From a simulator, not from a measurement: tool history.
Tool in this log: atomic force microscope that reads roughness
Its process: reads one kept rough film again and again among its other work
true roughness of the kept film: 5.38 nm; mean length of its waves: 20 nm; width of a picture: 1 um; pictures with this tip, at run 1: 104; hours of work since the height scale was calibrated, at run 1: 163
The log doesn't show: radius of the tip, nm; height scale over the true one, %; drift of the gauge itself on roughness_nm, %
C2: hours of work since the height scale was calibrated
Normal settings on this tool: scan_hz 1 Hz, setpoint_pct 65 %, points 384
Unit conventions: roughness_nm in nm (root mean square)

Run 1, hour 0: usual settings; pictures with this tip 104; C2 163. Result: roughness_nm 2.419 nm (root mean square).
Run 2, hour 6: usual settings; pictures with this tip 116; C2 166. Result: roughness_nm 2.315 nm (root mean square).
Run 3, hour 14.9: usual settings but scan_hz 3.4 Hz; pictures with this tip 135; C2 172. Result: roughness_nm 2.043 nm (root mean square).
Run 4, hour 22.7: usual settings but scan_hz 3.4 Hz; pictures with this tip 151; C2 178. Result: roughness_nm 1.959 nm (root mean square).
Run 5, hour 27.1: usual settings but scan_hz 0.68 Hz; pictures with this tip 160; C2 180. Result: roughness_nm 2.026 nm (root mean square).
Run 6, hour 33.4: usual settings; pictures with this tip 173; C2 185. Result: roughness_nm 1.955 nm (root mean square).
At hour 36.1: new tip fitted.
Run 7, hour 40.3: usual settings; pictures with this tip 8; C2 189. Result: roughness_nm 3.548 nm (root mean square).
Run 8, hour 50.4: usual settings but setpoint_pct 90 %; pictures with this tip 29; C2 195. Result: roughness_nm 2.997 nm (root mean square).
Run 9, hour 55: usual settings but setpoint_pct 60 %; pictures with this tip 39; C2 198. Result: roughness_nm 3.063 nm (root mean square).
Run 10, hour 61.8: usual settings but setpoint_pct 60 %; pictures with this tip 53; C2 203. Result: roughness_nm 2.891 nm (root mean square).
Run 11, hour 71.6: usual settings but points 605; pictures with this tip 73; C2 209. Result: roughness_nm 2.689 nm (root mean square).
Run 12, hour 77.2: usual settings but scan_hz 1.35 Hz, points 605; pictures with this tip 85; C2 213. Result: roughness_nm 2.527 nm (root mean square).
Run 13, hour 81.5: usual settings but scan_hz 1.35 Hz, points 605; pictures with this tip 94; C2 216. Result: roughness_nm 2.447 nm (root mean square).
Run 14, hour 87.1: usual settings but scan_hz 1.35 Hz, points 605; pictures with this tip 105; C2 220. Result: roughness_nm 2.347 nm (root mean square).
Run 15, hour 92.9: usual settings; pictures with this tip 117; C2 224. Result: roughness_nm 2.241 nm (root mean square).
Run 16, hour 100.7: usual settings; pictures with this tip 133; C2 229. Result: roughness_nm 2.152 nm (root mean square).
Run 17, hour 111: usual settings but setpoint_pct 62 %; pictures with this tip 155; C2 235. Result: roughness_nm 2.028 nm (root mean square).
Run 18, hour 121.6: usual settings but setpoint_pct 62 %; pictures with this tip 177; C2 242. Result: roughness_nm 1.882 nm (root mean square).
At hour 122.8: new tip fitted.
Run 19, hour 128: usual settings but setpoint_pct 62 %; pictures with this tip 11; C2 246. Result: roughness_nm 3.526 nm (root mean square).
Run 20, hour 137.2: usual settings but setpoint_pct 57 %; pictures with this tip 30; C2 252. Result: roughness_nm 3.25 nm (root mean square).
Run 21, hour 144.4: usual settings but setpoint_pct 57 %; pictures with this tip 45; C2 257. Result: roughness_nm 3.032 nm (root mean square).
Run 22, hour 150.3: usual settings; pictures with this tip 57; C2 261. Result: roughness_nm 2.813 nm (root mean square).
Run 23, hour 158.2: usual settings; pictures with this tip 73; C2 266. Result: roughness_nm 2.628 nm (root mean square).
Run 24, hour 168.6: usual settings; pictures with this tip 95; C2 273. Result: roughness_nm 2.43 nm (root mean square).
Run 25, hour 178.7: usual settings; pictures with this tip 116; C2 280. Result: roughness_nm 2.275 nm (root mean square).
Run 26, hour 185.2: usual settings but setpoint_pct 89 %; pictures with this tip 129; C2 284. Result: roughness_nm 2.034 nm (root mean square).
Run 27, hour 192.5: usual settings but scan_hz 2.2 Hz, points 589; pictures with this tip 145; C2 289. Result: roughness_nm 1.995 nm (root mean square).
Run 28, hour 197.3: usual settings but scan_hz 0.92 Hz, points 589; pictures with this tip 155; C2 292. Result: roughness_nm 2.01 nm (root mean square).
Run 29, hour 205: usual settings but scan_hz 1.64 Hz, setpoint_pct 67 %, points 405; pictures with this tip 170; C2 297. Result: roughness_nm 1.877 nm (root mean square).
At hour 209.2: new tip fitted.
Run 30, hour 212.4: usual settings but scan_hz 1.44 Hz, setpoint_pct 67 %, points 405; pictures with this tip 7; C2 302. Result: roughness_nm 3.507 nm (root mean square).
Run 31, hour 223: usual settings but scan_hz 1.82 Hz, setpoint_pct 78 %, points 405; pictures with this tip 29; C2 309. Result: roughness_nm 2.942 nm (root mean square).
Run 32, hour 230.5: usual settings but scan_hz 1.82 Hz, setpoint_pct 78 %, points 405; pictures with this tip 44; C2 314. Result: roughness_nm 2.761 nm (root mean square).
Run 33, hour 239: usual settings but scan_hz 1.82 Hz, setpoint_pct 78 %, points 405; pictures with this tip 62; C2 319. Result: roughness_nm 2.574 nm (root mean square).
Run 34, hour 249.3: usual settings but points 993; pictures with this tip 83; C2 326. Result: roughness_nm 2.592 nm (root mean square).
Run 35, hour 255.3: usual settings but points 993; pictures with this tip 96; C2 330. Result: roughness_nm 2.451 nm (root mean square).
Run 36, hour 261.9: usual settings but scan_hz 2.27 Hz, setpoint_pct 78 %, points 966; pictures with this tip 109; C2 334. Result: roughness_nm 2.141 nm (root mean square).
Run 37, hour 268.1: usual settings but scan_hz 3.99 Hz, points 443; pictures with this tip 122; C2 338. Result: roughness_nm 2.035 nm (root mean square).
Run 38, hour 272.5: usual settings but scan_hz 2.62 Hz, points 1008; pictures with this tip 131; C2 341. Result: roughness_nm 2.072 nm (root mean square).
Run 39, hour 279.7: usual settings but points 757; pictures with this tip 146; C2 346. Result: roughness_nm 2.069 nm (root mean square).
Run 40, hour 289.9: usual settings but scan_hz 0.88 Hz, setpoint_pct 67 %, points 301; pictures with this tip 167; C2 353. Result: roughness_nm 1.891 nm (root mean square).
At hour 295.5: new tip fitted.
Run 41, hour 295.8: usual settings but scan_hz 0.73 Hz, setpoint_pct 67 %, points 301; pictures with this tip 1; C2 356. Result: roughness_nm 3.524 nm (root mean square).
Run 42, hour 304.9: usual settings but scan_hz 1.55 Hz, points 950; pictures with this tip 19; C2 362. Result: roughness_nm 3.217 nm (root mean square).
Run 43, hour 311.2: usual settings but scan_hz 1.04 Hz, setpoint_pct 79 %, points 639; pictures with this tip 33; C2 367. Result: roughness_nm 2.932 nm (root mean square).
Run 44, hour 321.3: usual settings but scan_hz 1.04 Hz, setpoint_pct 79 %, points 639; pictures with this tip 53; C2 373. Result: roughness_nm 2.706 nm (root mean square).
Run 45, hour 331.8: usual settings but scan_hz 1.04 Hz, setpoint_pct 79 %, points 639; pictures with this tip 75; C2 380. Result: roughness_nm 2.463 nm (root mean square).
Run 46, hour 336.9: usual settings but scan_hz 1.27 Hz; pictures with this tip 86; C2 384. Result: roughness_nm 2.419 nm (root mean square).

Each row is a separate what-if for the run after 46, all from the same tool condition, not one after another. Results?
Run A, hour 342.9: usual settings but scan_hz 1.27 Hz, setpoint_pct 67 %; pictures with this tip 98; C2 388. Result: roughness_nm ?.
Run B, hour 342.9: usual settings but scan_hz 1.89 Hz, setpoint_pct 59 %, points 448; pictures with this tip 98; C2 388. Result: roughness_nm ?.
Run C, hour 342.9: usual settings but setpoint_pct 68 %, points 645; pictures with this tip 98; C2 388. Result: roughness_nm ?.

run  roughness_nm
  A         2.306
  B         2.318
  C         2.341
With no hidden state in the tool, these same runs would have given:
run  roughness_nm
  A         3.709
  B         3.728
  C         3.763

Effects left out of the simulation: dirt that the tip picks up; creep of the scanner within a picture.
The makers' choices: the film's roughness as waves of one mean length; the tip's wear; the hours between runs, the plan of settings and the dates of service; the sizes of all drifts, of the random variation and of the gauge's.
